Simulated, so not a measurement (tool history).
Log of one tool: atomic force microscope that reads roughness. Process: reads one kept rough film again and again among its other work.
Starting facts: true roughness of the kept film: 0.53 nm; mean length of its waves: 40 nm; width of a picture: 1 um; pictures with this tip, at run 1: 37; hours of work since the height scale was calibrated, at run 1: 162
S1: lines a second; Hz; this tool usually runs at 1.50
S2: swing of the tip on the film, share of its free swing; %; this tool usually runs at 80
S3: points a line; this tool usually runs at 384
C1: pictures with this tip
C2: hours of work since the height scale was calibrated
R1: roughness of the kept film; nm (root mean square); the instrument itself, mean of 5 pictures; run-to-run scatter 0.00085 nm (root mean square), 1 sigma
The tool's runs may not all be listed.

Run 1, hour 0.0: usual settings; C1 37; C2 162. Result: R1 0.4918 nm (root mean square).
Run 2, hour 12.3: usual settings; C1 59; C2 168. Result: R1 0.4893 nm (root mean square).
Run 3, hour 27.4: usual settings; C1 86; C2 176. Result: R1 0.4902 nm (root mean square).
Run 4, hour 37.2: usual settings; C1 103; C2 181. Result: R1 0.4884 nm (root mean square).
Run 5, hour 47.2: usual settings; C1 120; C2 186. Result: R1 0.4885 nm (root mean square).
At hour 55.2: new tip fitted.
Run 6, hour 68.1: usual settings; C1 22; C2 197. Result: R1 0.4913 nm (root mean square).
Run 7, hour 85.4: usual settings but S1 0.92 Hz; C1 53; C2 206. Result: R1 0.5017 nm (root mean square).
Run 8, hour 104.4: usual settings but S1 0.92 Hz; C1 86; C2 216. Result: R1 0.5019 nm (root mean square).
Run 9, hour 121.4: usual settings but S1 0.92 Hz; C1 116; C2 225. Result: R1 0.5005 nm (root mean square).
Run 10, hour 129.6: usual settings but S1 2.15 Hz, S2 76 %, S3 518; C1 130; C2 229. Result: R1 0.4848 nm (root mean square).
At hour 131.9: new tip fitted.
Run 11, hour 144.5: usual settings but S1 0.85 Hz, S3 341; C1 22; C2 236. Result: R1 0.5029 nm (root mean square).
Run 12, hour 154.2: usual settings but S1 0.85 Hz, S3 341; C1 39; C2 242. Result: R1 0.5023 nm (root mean square).
Run 13, hour 171.2: usual settings but S1 0.91 Hz, S3 341; C1 69; C2 250. Result: R1 0.5018 nm (root mean square).
Run 14, hour 182.2: usual settings but S1 0.91 Hz, S3 341; C1 88; C2 256. Result: R1 0.4993 nm (root mean square).
Run 15, hour 201.1: usual settings but S1 0.61 Hz, S2 56 %, S3 429; C1 121; C2 266. Result: R1 0.5159 nm (root mean square).
At hour 209.0: new tip fitted.
Run 16, hour 212.0: usual settings but S1 1.54 Hz, S2 78 %, S3 642; C1 5; C2 271. Result: R1 0.4947 nm (root mean square).
Run 17, hour 229.6: usual settings but S1 1.16 Hz, S2 56 %, S3 283; C1 36; C2 281. Result: R1 0.5130 nm (root mean square).
Run 18, hour 249.9: usual settings but S1 1.16 Hz, S2 56 %, S3 283; C1 72; C2 291. Result: R1 0.5113 nm (root mean square).

How would selected steps in R1 from run to run divide? Give the signed amount a tool lacking its hidden state would still show from settings, what came in and random variation, and the signed amount left for the hidden state, including any gauge scatter that is not in both of the compared results.
Hidden conditions of the tool in this case: radius of the tip, nm; height scale over the true one, %; drift of the gauge itself on roughness_nm, %.
Run 15 -> 16: S1 0.61 -> 1.54, S2 56 -> 78, S3 429 -> 642, new tip fitted. R1 -0.0212 nm (root mean square): hidden state +0.0039, all else -0.0251.

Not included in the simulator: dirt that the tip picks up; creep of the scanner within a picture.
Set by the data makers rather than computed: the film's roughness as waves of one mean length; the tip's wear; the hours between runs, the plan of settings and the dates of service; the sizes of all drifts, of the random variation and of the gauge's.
